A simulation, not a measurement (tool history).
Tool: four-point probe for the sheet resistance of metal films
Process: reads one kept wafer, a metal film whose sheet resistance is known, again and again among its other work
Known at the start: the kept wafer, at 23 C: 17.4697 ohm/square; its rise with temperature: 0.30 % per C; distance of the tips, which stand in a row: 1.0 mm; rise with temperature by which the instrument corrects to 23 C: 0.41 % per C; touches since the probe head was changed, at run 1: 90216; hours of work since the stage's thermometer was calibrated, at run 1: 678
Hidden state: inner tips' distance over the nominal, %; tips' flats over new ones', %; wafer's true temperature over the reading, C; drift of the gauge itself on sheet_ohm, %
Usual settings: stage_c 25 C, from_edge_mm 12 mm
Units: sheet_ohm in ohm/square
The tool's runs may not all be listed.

run,hour,stage_c,from_edge_mm,touches since the probe head was changed,hours of work since the stage's thermometer was calibrated,sheet_ohm
1,0.0,25,12,90216,678,17.518445
2,63.5,25,12,92864,713,17.525920
3,103.4,25,12,94531,734,17.520270
4,143.5,25,12,96202,756,17.526212
5,196.6,25,12,98416,785,17.520361
6,262.7,25,12,101174,820,17.531967
7,312.8,25,12,103266,847,17.530037
8,365.2,25,12,105450,876,17.535329
9,402.7,31,12,107016,896,17.417639
10,454.2,31,12,109165,924,17.417906
11,492.6,31,12,110767,945,17.418986
12,536.8,18,12,112612,969,17.679778
13,577.1,18,12,114293,990,17.684877
14,624.8,18,12,116285,1016,17.684001
15,684.5,18,12,118775,1048,17.685761
16,725.6,25,13,120489,1071,17.532753
17,753.8,25,13,121664,1086,17.535650
18,801.1,25,13,123638,1111,17.532475
19,867.5,25,13,126408,1147,17.546185
20,903.7,25,6,127918,1167,17.745115
21,957.8,25,6,130177,1196,17.746353
22,1007.5,25,12,132248,1223,17.558091
23,1062.5,25,12,134542,1253,17.559905
24,1100.0,19,12,136107,1273,17.685202
25,1152.6,27,5,138302,1301,17.826836
26,1205.1,22,9,140491,1330,17.679409
27,1258.5,22,9,142723,1359,17.674275
28,1288.6,22,9,143976,1375,17.678264
29,1319.0,28,62,145247,1391,17.440912
30,1368.6,31,19,147312,1418,17.415847
31,1404.6,21,6,148816,1438,17.840922
32,1450.3,33,7,150724,1462,17.550090
33,1518.7,19,66,153577,1499,17.632115
34,1584.4,19,66,156317,1535,17.629234
35,1624.7,22,25,157998,1557,17.589344
36,1677.3,22,25,160193,1585,17.587267
37,1720.9,22,25,162012,1609,17.585920
38,1779.2,21,72,164443,1640,17.602981
39,1815.0,32,8,165939,1659,17.530665
40,1857.1,25,4,167694,1682,18.088825
41,1908.5,23,7,169838,1710,17.754608
42,1949.3,19,75,171543,1732,17.644211
43,1985.4,32,66,173046,1752,17.386208

Forecast each of these 5 alternatives for the next run:
A,2021.3,32,12,174546,1771,?
B,2021.3,33,12,174546,1771,?
C,2021.3,22,18,174546,1771,?
D,2021.3,33,8,174546,1771,?
E,2021.3,23,13,174546,1771,?

run,sheet_ohm
A,17.460190
B,17.442471
C,17.613248
D,17.520123
E,17.621652
Without the tool's hidden state the same runs would have given:
run,sheet_ohm
A,17.364381
B,17.346656
C,17.517652
D,17.423930
E,17.525916
